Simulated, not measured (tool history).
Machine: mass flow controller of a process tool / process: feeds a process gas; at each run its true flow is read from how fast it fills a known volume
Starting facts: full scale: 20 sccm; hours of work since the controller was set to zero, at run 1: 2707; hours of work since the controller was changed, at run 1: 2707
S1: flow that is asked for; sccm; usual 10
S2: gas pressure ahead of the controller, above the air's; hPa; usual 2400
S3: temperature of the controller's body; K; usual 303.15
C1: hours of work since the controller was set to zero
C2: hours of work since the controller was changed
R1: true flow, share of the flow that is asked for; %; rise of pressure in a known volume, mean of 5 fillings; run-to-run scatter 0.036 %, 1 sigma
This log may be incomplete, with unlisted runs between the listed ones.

run	hour	S1	S2	S3	C1	C2	R1
1	0	10	2400	303.15	2707	2707	98.37
2	113.8	10	2400	303.15	2783	2783	98.41
3	200.1	7	2400	303.15	2841	2841	98.17
4	311.2	7	2400	303.15	2916	2916	98.31
5	367.7	7	2400	303.15	2954	2954	98.37
6	487.6	7	2400	295.15	3034	3034	99.34
7	614.2	3	2400	303.15	3119	3119	98.15
8	678.3	3	2400	303.15	3162	3162	98.3
9	739.4	3	2710	303.15	3203	3203	98.26
10	803.6	3	2710	303.15	3246	3246	98.22
11	913.1	3	2710	303.15	3319	3319	98.36
12	998.4	3	2210	303.15	3376	3376	98.62
13	1084.5	10	1550	303.15	3434	3434	99.53
14	1146.9	10	1550	303.15	3476	3476	99.6
15	1250.5	10	1550	303.15	3545	3545	99.68
16	1314.1	10	2400	303.15	3588	3588	99.49
17	1383.6	10	2400	303.15	3634	3634	99.59
18	1512.1	10	2400	303.15	3720	3720	99.76
# hour 1518.1: gauge calibrated
19	1619.6	10	2400	303.15	3793	3793	98.34
20	1689.4	10	2400	303.15	3839	3839	98.49
21	1773.2	10	2400	303.15	3895	3895	98.56
22	1883.4	10	2400	303.15	3969	3969	98.62
23	1947.7	7	2400	301.15	4012	4012	98.66
24	2038	15	2400	295.15	4073	4073	100.24
25	2103.2	10	2400	301.15	4117	4117	99.07
26	2167.3	4	2290	296.15	4160	4160	99.11
27	2288.2	4	2290	296.15	4241	4241	99.23
28	2375.5	17	2670	301.15	4299	4299	100.02
29	2437.2	16	1750	297.15	4340	4340	100.67
30	2509.4	18	2040	309.15	4389	4389	99.43
31	2565.7	18	2040	309.15	4427	4427	99.55
32	2656.3	18	2040	309.15	4487	4487	99.7
33	2742.8	18	2040	309.15	4545	4545	99.72
34	2800.7	18	2040	309.15	4584	4584	99.77
35	2876.9	13	1940	307.15	4635	4635	99.58
36	2964.9	6	2220	303.15	4694	4694	99.32
37	3081.3	10	2750	298.15	4772	4772	100.25
38	3212.4	3	2750	298.15	4860	4860	99.6
39	3294.5	2	2400	303.15	4915	4915	99.1
40	3405.3	4	2160	303.15	4989	4989	99.51
# hour 3465.3: gauge calibrated
41	3515.4	15	2790	299.15	5063	5063	99.21
42	3622.2	6	2220	297.15	5135	5135	98.75
43	3696.4	4	1780	296.15	5184	5184	98.85
44	3781.8	4	1780	296.15	5241	5241	98.86

Here are 5 independent what-if runs from the current tool condition. What would each one return?
A	3887.6	3	1780	300.15	5312	5312	?
B	3887.6	10	1780	296.15	5312	5312	?
C	3887.6	8	2290	301.15	5312	5312	?
D	3887.6	16	2050	308.15	5312	5312	?
E	3887.6	6	2600	311.15	5312	5312	?

run	R1
A	98.48
B	99.62
C	98.81
D	98.92
E	97.42
With the hidden condition removed and each run's random variation left untouched, the same runs would have given:
run	R1
A	98.08
B	99.22
C	98.41
D	98.53
E	97.02
